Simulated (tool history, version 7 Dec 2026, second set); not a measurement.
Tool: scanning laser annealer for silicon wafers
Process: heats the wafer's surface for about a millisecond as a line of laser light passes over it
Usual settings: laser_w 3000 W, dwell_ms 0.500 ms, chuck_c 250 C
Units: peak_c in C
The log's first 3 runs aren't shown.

Run 4, day 6.133: usual settings. Result: peak_c 1060 C.
Run 5, day 7.333: usual settings. Result: peak_c 1061 C.
Run 6, day 9.825: usual settings but laser_w 2758 W. Result: peak_c 1000 C.
Run 7, day 12.192: usual settings. Result: peak_c 1062 C.
Run 8, day 14.842: usual settings but dwell_ms 0.490 ms. Result: peak_c 1047 C.
Run 9, day 16.754: usual settings but dwell_ms 0.459 ms. Result: peak_c 1015 C.
Run 10, day 19.683: usual settings but laser_w 2609 W, dwell_ms 0.459 ms. Result: peak_c 924 C.
Run 11, day 21.096: usual settings but laser_w 2609 W, dwell_ms 0.459 ms. Result: peak_c 922 C.
Run 12, day 23.533: usual settings but laser_w 2609 W, dwell_ms 0.459 ms. Result: peak_c 922 C.
Run 13, day 25.062: usual settings but laser_w 2647 W. Result: peak_c 965 C.
Run 14, day 26.417: usual settings but laser_w 2647 W. Result: peak_c 965 C.
Run 15, day 28.192: usual settings but laser_w 2647 W. Result: peak_c 964 C.
Run 16, day 30.388: usual settings but laser_w 2647 W. Result: peak_c 961 C.
Run 17, day 33.217: usual settings but laser_w 2647 W. Result: peak_c 960 C.
Run 18, day 34.854: usual settings but laser_w 2696 W, dwell_ms 0.474 ms, chuck_c 237 C. Result: peak_c 938 C.
Run 19, day 37.088: usual settings but laser_w 3133 W. Result: peak_c 1077 C.
Run 20, day 38.771: usual settings but laser_w 2652 W, dwell_ms 0.472 ms, chuck_c 289 C. Result: peak_c 970 C.
At day 39.621: optics aligned, line set to its width.
Run 21, day 40.771: usual settings but laser_w 2652 W, dwell_ms 0.472 ms, chuck_c 287 C. Result: peak_c 980 C.
Run 22, day 42.975: usual settings but laser_w 3107 W, dwell_ms 0.411 ms, chuck_c 253 C. Result: peak_c 988 C.
Run 23, day 44.392: usual settings but laser_w 3107 W, dwell_ms 0.411 ms, chuck_c 253 C. Result: peak_c 988 C.
Run 24, day 46.504: usual settings but laser_w 3101 W, chuck_c 264 C. Result: peak_c 1089 C.

Forecast run 25:
Run 25, day 49.046: usual settings but laser_w 3101 W, chuck_c 264 C. Result: peak_c ?.

{"run 25": {"peak_c": 1086}}
Without the tool's hidden state the same run would have given peak_c 1115 C.
